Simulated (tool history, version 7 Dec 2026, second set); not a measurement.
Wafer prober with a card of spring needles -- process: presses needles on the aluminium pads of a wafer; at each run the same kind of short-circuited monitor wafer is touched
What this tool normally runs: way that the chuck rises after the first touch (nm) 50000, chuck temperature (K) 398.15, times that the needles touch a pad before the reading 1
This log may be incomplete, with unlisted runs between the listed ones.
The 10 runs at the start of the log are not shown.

run	hour	way that the chuck rises after the first touch (nm)	chuck temperature (K)	times that the needles touch a pad before the reading	touches since the tips were cleaned	cleanings since the card got new needles	touches since the first contact's height was set	resistance of one needle with its contact and lead (mohm)	way that a needle slides on the pad (nm)
# hour 211.6: tips cleaned on abrasive film
# hour 223.2: tips cleaned on abrasive film
# hour 235.7: tips cleaned on abrasive film
11	235.7	50000	398.15	1	0	63	56976	153	9410
# hour 247.5: tips cleaned on abrasive film
12	249.8	50000	398.15	1	1316	64	64802	165	9410
# hour 260.6: tips cleaned on abrasive film
# hour 272.7: tips cleaned on abrasive film
13	279.4	50000	398.15	1	3742	66	81195	172	9410
# hour 283.4: tips cleaned on abrasive film
# hour 294.5: tips cleaned on abrasive film
14	296.6	50000	398.15	1	1130	68	90662	166	9380
# hour 306.3: tips cleaned on abrasive film
15	310.7	50000	398.15	1	2452	69	98486	172	9320
# hour 317.4: tips cleaned on abrasive film
# hour 328.5: tips cleaned on abrasive film
16	328.5	50000	398.15	1	0	71	108318	154	9300
# hour 341.1: tips cleaned on abrasive film
17	346	50000	356.15	1	2727	72	118050	163	9270
# hour 353.5: tips cleaned on abrasive film
18	360.9	65000	334.15	3	4119	73	126308	145	12140
# hour 366: tips cleaned on abrasive film
19	376.1	50000	299.15	1	5617	74	134693	170	9250
# hour 377.9: tips cleaned on abrasive film
# hour 388.7: tips cleaned on abrasive film
20	390.9	55000	306.15	1	1222	76	142850	147	10200
# hour 399.5: tips cleaned on abrasive film
# hour 406: height of the first contact set anew
# hour 411.9: tips cleaned on abrasive film
21	416.1	55000	306.15	1	2318	78	5547	154	10550
# hour 424.4: tips cleaned on abrasive film
# hour 436.7: tips cleaned on abrasive film
22	438.3	45000	353.15	2	875	80	17842	153	8590
# hour 449.2: tips cleaned on abrasive film
23	455.6	34000	315.15	2	3580	81	27438	175	6480
# hour 461: tips cleaned on abrasive film
# hour 473: tips cleaned on abrasive film
# hour 484.9: tips cleaned on abrasive film
24	484.9	50000	306.15	1	0	84	43637	140	9490
# hour 495.9: tips cleaned on abrasive film
# hour 507.9: tips cleaned on abrasive film
25	510.2	50000	394.15	2	1260	86	57628	159	9460
# hour 519.7: tips cleaned on abrasive film
# hour 531.6: tips cleaned on abrasive film
26	534.4	50000	330.15	1	1586	88	71062	155	9370
# hour 543: tips cleaned on abrasive film
27	552.2	50000	330.15	1	5118	89	80888	172	9390
# hour 554.3: tips cleaned on abrasive film
# hour 566.4: tips cleaned on abrasive film
28	572.4	46000	334.15	1	3314	91	92066	171	8560
# hour 577.2: tips cleaned on abrasive film
# hour 589: tips cleaned on abrasive film
29	594.7	36000	395.15	2	3202	93	104410	185	6620
# hour 599.7: tips cleaned on abrasive film
# hour 612.7: tips cleaned on abrasive film
30	614.8	36000	395.15	2	1174	95	115507	171	6550
# hour 623.5: tips cleaned on abrasive film
# hour 634.3: tips cleaned on abrasive film
31	638.4	36000	395.15	2	2297	97	128566	178	6540

4 ways to go on from here, each from the tool as it stands after run 31. What would each give?
# hour 647.4: tips cleaned on abrasive film
A	653.9	60000	378.15	2	3633	98	137171	?	?
# hour 647.4: tips cleaned on abrasive film
B	653.9	36000	312.15	2	3633	98	137171	?	?
# hour 647.4: tips cleaned on abrasive film
C	653.9	45000	371.15	1	3633	98	137171	?	?
# hour 647.4: tips cleaned on abrasive film
D	653.9	34000	349.15	2	3633	98	137171	?	?

run	resistance of one needle with its contact and lead (mohm)	way that a needle slides on the pad (nm)
A	158	11140
B	180	6580
C	183	8260
D	187	6120
Had the tool no hidden state, the same runs would have come out as:
run	resistance of one needle with its contact and lead (mohm)	way that a needle slides on the pad (nm)
A	145	11530
B	143	6960
C	148	8650
D	148	6510

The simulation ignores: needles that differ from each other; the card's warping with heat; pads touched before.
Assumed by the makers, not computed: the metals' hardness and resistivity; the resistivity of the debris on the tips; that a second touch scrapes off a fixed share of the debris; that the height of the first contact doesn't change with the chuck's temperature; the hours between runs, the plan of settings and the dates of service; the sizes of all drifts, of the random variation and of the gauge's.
